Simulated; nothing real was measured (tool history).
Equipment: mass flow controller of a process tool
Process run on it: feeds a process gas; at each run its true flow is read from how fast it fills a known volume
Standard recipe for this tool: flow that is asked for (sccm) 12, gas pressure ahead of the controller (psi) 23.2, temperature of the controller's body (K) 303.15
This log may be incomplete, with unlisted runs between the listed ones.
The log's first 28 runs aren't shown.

run,hour,flow that is asked for (sccm),gas pressure ahead of the controller (psi),temperature of the controller's body (K),true flow (%)
29,10379.8,4,33.8,302.15,98.93
30,10805.9,16,33.8,305.15,100.87
31,11329.5,16,32.6,305.15,100.78
32,11604.1,16,32.6,305.15,100.83
33,11852.7,16,32.6,305.15,100.96
34,12270.9,12,36.3,303.15,100.27
35,12577.8,17,21.3,309.15,101.38
36,12978.5,17,25.7,309.15,101.47

Predict the results of run 37:
# hour 13501.2: gauge calibrated
37,13501.2,17,25.7,309.15,?

Run 37 gave true flow (%) 100.97.
Without the tool's hidden state the same run would have given true flow (%) 100.97.
